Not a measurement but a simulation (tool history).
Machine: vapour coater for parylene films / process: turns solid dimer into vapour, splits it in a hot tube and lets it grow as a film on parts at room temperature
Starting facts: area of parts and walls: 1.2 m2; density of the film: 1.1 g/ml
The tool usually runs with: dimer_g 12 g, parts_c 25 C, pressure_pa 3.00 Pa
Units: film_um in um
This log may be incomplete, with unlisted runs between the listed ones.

run,hour,dimer_g,parts_c,pressure_pa,film_um
1,0.0,12,25,3.00,5.02
2,22.0,20,25,3.00,8.38
3,40.4,8,25,3.00,3.36
4,59.3,8,25,3.00,3.41
5,79.3,12,25,3.00,4.95
6,116.2,17,27,6.17,5.71
7,147.9,5,25,3.00,2.10
8,183.1,5,22,2.98,2.35
9,212.4,5,22,2.98,2.32
10,235.5,5,22,2.98,2.34

4 ways to go on from here, each from the tool as it stands after run 10. What would each give?
A,261.3,15,29,3.62,?
B,261.3,5,36,2.03,?
C,261.3,14,26,9.43,?
D,261.3,5,29,2.52,?

run,film_um
A,5.12
B,1.46
C,4.37
D,1.82
Had the tool no hidden state, the same runs would have come out as:
run,film_um
A,5.14
B,1.47
C,4.38
D,1.83
